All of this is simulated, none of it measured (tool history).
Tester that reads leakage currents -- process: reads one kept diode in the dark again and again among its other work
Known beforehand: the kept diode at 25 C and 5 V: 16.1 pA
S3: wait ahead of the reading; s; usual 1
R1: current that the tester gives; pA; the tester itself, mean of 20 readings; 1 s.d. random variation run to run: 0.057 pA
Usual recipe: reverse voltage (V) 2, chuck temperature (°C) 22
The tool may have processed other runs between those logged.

Run 1, hour 0: usual settings. Result: R1 10.22 pA.
Run 2, hour 31.8: usual settings but S3 8.21 s. Result: R1 9.48 pA.
Run 3, hour 53: usual settings but chuck temperature (°C) 45, S3 8.21 s. Result: R1 40.37 pA.
Run 4, hour 78: usual settings. Result: R1 10.21 pA.
Run 5, hour 98.2: usual settings but S3 0.46 s. Result: R1 11.06 pA.
Run 6, hour 140.1: usual settings. Result: R1 10.16 pA.
Run 7, hour 176.2: usual settings but S3 0.43 s. Result: R1 11.24 pA.
Run 8, hour 199.1: usual settings but reverse voltage (V) 6.84. Result: R1 22.87 pA.
Run 9, hour 241.4: usual settings but reverse voltage (V) 6.84. Result: R1 23.03 pA.
Run 10, hour 279.2: usual settings but reverse voltage (V) 6.84, S3 9.12 s. Result: R1 20.83 pA.
Run 11, hour 307.2: usual settings but reverse voltage (V) 6.84, S3 9.12 s. Result: R1 20.97 pA.
Run 12, hour 350: usual settings. Result: R1 10.4 pA.
Run 13, hour 387: usual settings. Result: R1 10.53 pA.
Run 14, hour 424.7: usual settings. Result: R1 10.44 pA.
Run 15, hour 466.7: usual settings. Result: R1 10.5 pA.
Run 16, hour 505: usual settings. Result: R1 10.61 pA.
Run 17, hour 529.9: usual settings but S3 4.33 s. Result: R1 9.97 pA.
Run 18, hour 561: usual settings but S3 4.33 s. Result: R1 10.05 pA.
Run 19, hour 601.2: usual settings but reverse voltage (V) 11.17. Result: R1 34.36 pA.

Run 20 comes next. What will it give?
Run 20, hour 632.8: usual settings but reverse voltage (V) 11.17. Result: R1 ?.

Run 20 measured R1 34.23 pA.
Take away the tool's hidden state, keep the run-to-run variation as it was, and the same run would have given R1 23.01 pA.
